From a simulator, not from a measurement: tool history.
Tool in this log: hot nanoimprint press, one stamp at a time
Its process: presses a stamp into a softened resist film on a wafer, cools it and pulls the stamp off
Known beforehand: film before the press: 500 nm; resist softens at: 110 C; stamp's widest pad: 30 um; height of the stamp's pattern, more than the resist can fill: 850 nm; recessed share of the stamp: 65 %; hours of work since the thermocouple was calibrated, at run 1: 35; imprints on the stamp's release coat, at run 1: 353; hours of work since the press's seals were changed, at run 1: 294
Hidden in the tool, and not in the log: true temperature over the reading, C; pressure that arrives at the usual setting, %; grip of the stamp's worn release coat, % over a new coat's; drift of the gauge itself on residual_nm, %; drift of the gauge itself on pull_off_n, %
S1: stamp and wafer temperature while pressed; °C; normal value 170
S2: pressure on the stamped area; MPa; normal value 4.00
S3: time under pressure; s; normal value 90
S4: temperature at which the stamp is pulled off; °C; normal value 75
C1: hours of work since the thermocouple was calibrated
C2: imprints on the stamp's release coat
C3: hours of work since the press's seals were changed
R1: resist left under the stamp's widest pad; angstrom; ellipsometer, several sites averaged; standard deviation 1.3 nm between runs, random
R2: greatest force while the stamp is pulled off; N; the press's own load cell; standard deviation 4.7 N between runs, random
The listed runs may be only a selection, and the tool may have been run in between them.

run,day,S1,S2,S3,S4,C1,C2,C3,R1,R2
1,0.000,170,4.00,90,75,35,353,294,2117,258
2,0.558,170,4.00,90,78,42,398,301,2126,260
3,1.317,170,4.00,90,78,52,459,310,2145,258
4,2.021,170,4.00,90,78,60,516,319,2146,260
5,2.412,170,4.00,90,78,65,547,324,2136,270
6,2.804,170,4.00,132,75,70,579,328,1846,272
# day 3.433: stamp cleaned and given a new release coat
7,3.575,170,4.00,90,75,76,12,335,2126,231
8,4.017,170,2.76,90,75,82,47,340,2550,232
9,4.800,170,2.76,90,75,91,110,350,2519,236
# day 5.004: plate thermocouple calibrated
10,5.642,170,4.00,90,75,8,168,359,2156,251
11,6.462,170,4.00,90,75,18,234,369,2172,253
12,7.092,170,4.00,90,75,26,285,377,2188,265
# day 7.738: plate thermocouple calibrated, once more
13,8.054,170,4.00,90,75,4,352,387,2137,259
14,8.608,170,4.00,90,75,11,396,394,2135,259
15,9.321,170,4.00,80,75,20,454,403,2226,271
16,10.046,170,4.54,81,75,28,512,411,2114,277
17,10.562,170,4.54,81,75,35,553,418,2109,285
18,11.112,170,5.39,90,65,42,598,425,1871,287
# day 11.483: stamp cleaned and given a new release coat
19,11.862,170,4.61,127,75,48,31,431,1744,229
20,12.296,170,3.85,127,77,53,66,436,1904,234
21,12.667,169,6.20,90,75,58,95,441,1858,240
22,13.404,169,6.20,90,75,67,155,450,1861,248
23,13.954,169,6.20,90,75,74,199,457,1892,241
24,14.633,160,4.00,90,75,82,254,465,3659,251
25,15.392,180,4.00,161,66,91,315,474,925,264
26,15.862,159,4.00,136,76,97,353,480,3520,251
27,16.529,167,3.80,86,80,105,406,488,2691,248
28,17.300,179,3.63,74,79,115,468,498,1477,259
29,17.675,179,4.83,74,79,119,498,502,1271,264

5 ways to go on from here, each from the tool as it stands after run 29. What would each give?
A,18.396,177,4.00,89,67,128,556,511,?,?
B,18.396,179,2.71,150,61,128,556,511,?,?
C,18.396,181,2.91,74,82,128,556,511,?,?
D,18.396,179,4.83,74,71,128,556,511,?,?
E,18.396,179,3.04,128,79,128,556,511,?,?

run,R1,R2
A,1425,290
B,1216,306
C,1468,270
D,1268,278
E,1236,265
With the hidden condition removed and each run's random variation left untouched, the same runs would have given:
run,R1,R2
A,1361,241
B,1169,255
C,1413,225
D,1206,231
E,1187,220
